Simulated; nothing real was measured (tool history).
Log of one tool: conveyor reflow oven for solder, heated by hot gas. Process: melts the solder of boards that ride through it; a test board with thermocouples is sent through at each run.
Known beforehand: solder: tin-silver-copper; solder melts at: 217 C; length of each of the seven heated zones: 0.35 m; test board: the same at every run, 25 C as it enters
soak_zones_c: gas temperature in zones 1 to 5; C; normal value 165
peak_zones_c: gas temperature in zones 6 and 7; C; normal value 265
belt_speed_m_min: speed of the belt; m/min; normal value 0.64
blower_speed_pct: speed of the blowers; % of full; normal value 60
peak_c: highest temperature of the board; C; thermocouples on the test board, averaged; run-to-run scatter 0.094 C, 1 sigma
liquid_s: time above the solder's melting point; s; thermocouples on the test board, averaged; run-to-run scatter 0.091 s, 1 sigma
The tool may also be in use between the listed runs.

run 1 day=0 | soak_zones_c=165 peak_zones_c=265 belt_speed_m_min=0.64 blower_speed_pct=60 | peak_c=246.37 liquid_s=41.53
run 2 day=0.583 | soak_zones_c=165 peak_zones_c=265 belt_speed_m_min=0.64 blower_speed_pct=74 | peak_c=251.06 liquid_s=46.13
run 3 day=1.454 | soak_zones_c=165 peak_zones_c=265 belt_speed_m_min=0.64 blower_speed_pct=74 | peak_c=251.11 liquid_s=46.26
run 4 day=1.896 | soak_zones_c=165 peak_zones_c=265 belt_speed_m_min=0.64 blower_speed_pct=74 | peak_c=250.92 liquid_s=46.16
run 5 day=2.833 | soak_zones_c=165 peak_zones_c=258 belt_speed_m_min=0.64 blower_speed_pct=60 | peak_c=239.95 liquid_s=36.59
run 6 day=3.467 | soak_zones_c=165 peak_zones_c=265 belt_speed_m_min=0.64 blower_speed_pct=82 | peak_c=252.94 liquid_s=47.94
run 7 day=4.025 | soak_zones_c=165 peak_zones_c=265 belt_speed_m_min=0.64 blower_speed_pct=82 | peak_c=252.95 liquid_s=47.94
run 8 day=4.892 | soak_zones_c=151 peak_zones_c=265 belt_speed_m_min=0.64 blower_speed_pct=60 | peak_c=242.75 liquid_s=35.27
run 9 day=5.788 | soak_zones_c=151 peak_zones_c=265 belt_speed_m_min=0.64 blower_speed_pct=60 | peak_c=242.64 liquid_s=34.95
run 10 day=6.462 | soak_zones_c=165 peak_zones_c=265 belt_speed_m_min=0.64 blower_speed_pct=85 | peak_c=253.26 liquid_s=48.22
run 11 day=6.854 | soak_zones_c=165 peak_zones_c=265 belt_speed_m_min=0.64 blower_speed_pct=85 | peak_c=253.24 liquid_s=48.11
run 12 day=7.446 | soak_zones_c=165 peak_zones_c=265 belt_speed_m_min=0.64 blower_speed_pct=60 | peak_c=245.2 liquid_s=40.93
run 13 day=8.142 | soak_zones_c=165 peak_zones_c=265 belt_speed_m_min=0.64 blower_speed_pct=60 | peak_c=245.33 liquid_s=40.75
run 14 day=8.883 | soak_zones_c=177 peak_zones_c=257 belt_speed_m_min=0.525 blower_speed_pct=57 | peak_c=246.11 liquid_s=56.69
run 15 day=9.283 | soak_zones_c=165 peak_zones_c=265 belt_speed_m_min=0.64 blower_speed_pct=66 | peak_c=247.52 liquid_s=42.84
run 16 day=9.9 | soak_zones_c=161 peak_zones_c=265 belt_speed_m_min=0.59 blower_speed_pct=56 | peak_c=245.63 liquid_s=43.74
run 17 day=10.388 | soak_zones_c=165 peak_zones_c=268 belt_speed_m_min=0.64 blower_speed_pct=61 | peak_c=247.9 liquid_s=42.6
run 18 day=10.967 | soak_zones_c=155 peak_zones_c=265 belt_speed_m_min=0.64 blower_speed_pct=60 | peak_c=242.87 liquid_s=35.99
run 19 day=11.375 | soak_zones_c=155 peak_zones_c=261 belt_speed_m_min=0.64 blower_speed_pct=83 | peak_c=247.14 liquid_s=41.49
run 20 day=11.796 | soak_zones_c=165 peak_zones_c=265 belt_speed_m_min=0.609 blower_speed_pct=63 | peak_c=247.77 liquid_s=45.48
run 21 day=12.233 | soak_zones_c=165 peak_zones_c=273 belt_speed_m_min=0.64 blower_speed_pct=68 | peak_c=254.69 liquid_s=47.66
run 22 day=12.833 | soak_zones_c=159 peak_zones_c=265 belt_speed_m_min=0.64 blower_speed_pct=80 | peak_c=250.37 liquid_s=44.29
run 23 day=13.271 | soak_zones_c=165 peak_zones_c=265 belt_speed_m_min=0.753 blower_speed_pct=75 | peak_c=243.95 liquid_s=33.21
run 24 day=14.221 | soak_zones_c=179 peak_zones_c=255 belt_speed_m_min=0.619 blower_speed_pct=57 | peak_c=239.46 liquid_s=41.4
run 25 day=14.962 | soak_zones_c=173 peak_zones_c=262 belt_speed_m_min=0.529 blower_speed_pct=60 | peak_c=249.97 liquid_s=58.06

Forecast each of these 3 alternatives for the next run:
-- day=15.4 thermocouples of zones 6 and 7 changed
run A day=15.733 | soak_zones_c=174 peak_zones_c=262 belt_speed_m_min=0.529 blower_speed_pct=76 | peak_c=? liquid_s=?
-- day=15.4 thermocouples of zones 6 and 7 changed
run B day=15.733 | soak_zones_c=154 peak_zones_c=264 belt_speed_m_min=0.529 blower_speed_pct=80 | peak_c=? liquid_s=?
-- day=15.4 thermocouples of zones 6 and 7 changed
run C day=15.733 | soak_zones_c=173 peak_zones_c=255 belt_speed_m_min=0.519 blower_speed_pct=82 | peak_c=? liquid_s=?

run=A peak_c=251.69 liquid_s=61.01
run=B peak_c=251.97 liquid_s=55.3
run=C peak_c=246.71 liquid_s=59.37
What these runs would have given with no unlogged condition in the tool:
run=A peak_c=253.66 liquid_s=62.74
run=B peak_c=254.39 liquid_s=57.64
run=C peak_c=248.53 liquid_s=61.51

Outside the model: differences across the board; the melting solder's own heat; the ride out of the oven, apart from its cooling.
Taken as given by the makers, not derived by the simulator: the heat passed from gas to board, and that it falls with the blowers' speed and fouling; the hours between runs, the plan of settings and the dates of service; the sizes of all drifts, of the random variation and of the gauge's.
